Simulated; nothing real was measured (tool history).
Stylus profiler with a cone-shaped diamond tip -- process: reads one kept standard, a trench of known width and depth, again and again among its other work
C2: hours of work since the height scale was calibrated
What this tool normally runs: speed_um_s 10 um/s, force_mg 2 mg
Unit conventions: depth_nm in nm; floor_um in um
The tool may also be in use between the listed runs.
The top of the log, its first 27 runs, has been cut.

{"run": 28, "hour": 499.0, "speed_um_s": 2, "force_mg": 1.23, "scans with this tip": 2963, "C2": 325, "depth_nm": 1008.8, "floor_um": 46.27}
{"run": 29, "hour": 513.8, "speed_um_s": 2, "force_mg": 1.23, "scans with this tip": 3044, "C2": 334, "depth_nm": 1008.28, "floor_um": 46.28}
{"run": 30, "hour": 531.8, "speed_um_s": 10, "force_mg": 2, "scans with this tip": 3143, "C2": 345, "depth_nm": 1012.02, "floor_um": 46.25}
{"run": 31, "hour": 545.3, "speed_um_s": 10, "force_mg": 2, "scans with this tip": 3217, "C2": 353, "depth_nm": 1012.09, "floor_um": 46.23}
{"run": 32, "hour": 557.1, "speed_um_s": 3, "force_mg": 1.67, "scans with this tip": 3282, "C2": 360, "depth_nm": 1010.49, "floor_um": 46.29}
{"run": 33, "hour": 574.7, "speed_um_s": 32, "force_mg": 1.03, "scans with this tip": 3378, "C2": 371, "depth_nm": 1007.42, "floor_um": 46.14}
{"run": 34, "hour": 586.4, "speed_um_s": 5, "force_mg": 1.11, "scans with this tip": 3442, "C2": 378, "depth_nm": 1008.09, "floor_um": 46.21}
{"run": 35, "hour": 603.3, "speed_um_s": 5, "force_mg": 1.11, "scans with this tip": 3535, "C2": 388, "depth_nm": 1008.25, "floor_um": 46.24}
{"run": 36, "hour": 626.2, "speed_um_s": 5, "force_mg": 1.11, "scans with this tip": 3661, "C2": 402, "depth_nm": 1008.24, "floor_um": 46.22}
{"run": 37, "hour": 637.2, "speed_um_s": 22, "force_mg": 1.01, "scans with this tip": 3721, "C2": 409, "depth_nm": 1007.67, "floor_um": 46.21}
{"run": 38, "hour": 658.6, "speed_um_s": 13, "force_mg": 2.53, "scans with this tip": 3839, "C2": 421, "depth_nm": 1014.2, "floor_um": 46.16}
{"run": 39, "hour": 680.2, "speed_um_s": 5, "force_mg": 3.78, "scans with this tip": 3957, "C2": 434, "depth_nm": 1018.53, "floor_um": 46.21}
{"run": 40, "hour": 697.1, "speed_um_s": 4, "force_mg": 0.87, "scans with this tip": 4050, "C2": 445, "depth_nm": 1006.72, "floor_um": 46.18}
{"run": 41, "hour": 709.7, "speed_um_s": 4, "force_mg": 2.95, "scans with this tip": 4118, "C2": 452, "depth_nm": 1015.64, "floor_um": 46.19}
{"run": 42, "hour": 722.7, "speed_um_s": 2, "force_mg": 3.54, "scans with this tip": 4190, "C2": 460, "depth_nm": 1017.68, "floor_um": 46.12}
{"run": 43, "hour": 735.5, "speed_um_s": 3, "force_mg": 2.75, "scans with this tip": 4260, "C2": 468, "depth_nm": 1014.75, "floor_um": 46.18}
{"run": 44, "hour": 753.8, "speed_um_s": 3, "force_mg": 1.83, "scans with this tip": 4361, "C2": 479, "depth_nm": 1011.17, "floor_um": 46.18}
{"run": 45, "hour": 770.7, "speed_um_s": 3, "force_mg": 1.83, "scans with this tip": 4453, "C2": 489, "depth_nm": 1010.97, "floor_um": 46.21}
{"run": 46, "hour": 785.8, "speed_um_s": 21, "force_mg": 2.97, "scans with this tip": 4536, "C2": 498, "depth_nm": 1015.41, "floor_um": 46.1}
{"run": 47, "hour": 806.2, "speed_um_s": 7, "force_mg": 2, "scans with this tip": 4648, "C2": 510, "depth_nm": 1011.75, "floor_um": 46.15}
{"run": 48, "hour": 820.4, "speed_um_s": 10, "force_mg": 4.63, "scans with this tip": 4726, "C2": 519, "depth_nm": 1021.14, "floor_um": 46.1}

Each row is a separate what-if for the run after 48, all from the same tool condition, not one after another. Results?
{"run": "A", "hour": 841.0, "speed_um_s": 12, "force_mg": 3.08, "scans with this tip": 4839, "C2": 531, "depth_nm": "?", "floor_um": "?"}
{"run": "B", "hour": 841.0, "speed_um_s": 26, "force_mg": 4.63, "scans with this tip": 4839, "C2": 531, "depth_nm": "?", "floor_um": "?"}
{"run": "C", "hour": 841.0, "speed_um_s": 8, "force_mg": 2.24, "scans with this tip": 4839, "C2": 531, "depth_nm": "?", "floor_um": "?"}

run=A depth_nm=1015.86 floor_um=46.11
run=B depth_nm=1021.13 floor_um=46.08
run=C depth_nm=1012.83 floor_um=46.14
Had the tool no hidden state, the same runs would have come out as:
run=A depth_nm=1016.51 floor_um=46.49
run=B depth_nm=1021.78 floor_um=46.46
run=C depth_nm=1013.47 floor_um=46.52
